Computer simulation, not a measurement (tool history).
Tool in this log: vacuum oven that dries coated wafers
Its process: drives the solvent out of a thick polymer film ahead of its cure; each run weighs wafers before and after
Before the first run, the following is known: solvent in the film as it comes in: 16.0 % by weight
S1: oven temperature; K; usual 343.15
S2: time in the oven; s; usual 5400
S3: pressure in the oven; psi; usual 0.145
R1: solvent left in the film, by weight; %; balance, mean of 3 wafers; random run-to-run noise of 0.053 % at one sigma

run 1 hour=0 | S1=343.15 S2=5400 S3=0.145 | R1=4.21
run 2 hour=14.8 | S1=335.15 S2=5400 S3=0.145 | R1=7.34
run 3 hour=30 | S1=335.15 S2=5400 S3=0.145 | R1=7.34
run 4 hour=53.5 | S1=335.15 S2=5400 S3=0.145 | R1=7.36
run 5 hour=70.2 | S1=335.15 S2=5400 S3=0.145 | R1=7.45
run 6 hour=98.8 | S1=340.15 S2=5400 S3=0.145 | R1=5.39
run 7 hour=123.1 | S1=340.15 S2=5400 S3=0.145 | R1=5.44
run 8 hour=136.3 | S1=340.15 S2=5400 S3=0.145 | R1=5.42
run 9 hour=154.8 | S1=340.15 S2=5400 S3=0.145 | R1=5.37
run 10 hour=177.2 | S1=352.15 S2=5400 S3=0.129 | R1=1.5
run 11 hour=193.1 | S1=354.15 S2=5400 S3=0.22 | R1=1.52
run 12 hour=215.4 | S1=343.15 S2=5400 S3=0.331 | R1=5.13
run 13 hour=232.9 | S1=330.15 S2=6540 S3=0.576 | R1=11.05
run 14 hour=248.3 | S1=343.15 S2=3540 S3=0.136 | R1=6.19
run 15 hour=271.3 | S1=355.15 S2=3600 S3=0.145 | R1=1.96
run 16 hour=294.4 | S1=341.15 S2=7380 S3=0.145 | R1=3.72
run 17 hour=314.6 | S1=329.15 S2=3900 S3=0.132 | R1=10.44

Consider 4 possible next runs. They are alternatives, not a sequence: every one starts from the tool as it was left by run 17. What does each give?
run A hour=341.3 | S1=343.15 S2=7440 S3=0.145 | R1=?
run B hour=341.3 | S1=349.15 S2=3900 S3=0.151 | R1=?
run C hour=341.3 | S1=328.15 S2=3540 S3=0.132 | R1=?
run D hour=341.3 | S1=356.15 S2=5280 S3=0.553 | R1=?

run=A R1=2.97
run=B R1=3.54
run=C R1=10.95
run=D R1=2.49
Without the tool's hidden state the same runs would have given:
run=A R1=2.96
run=B R1=3.54
run=C R1=10.94
run=D R1=2.49
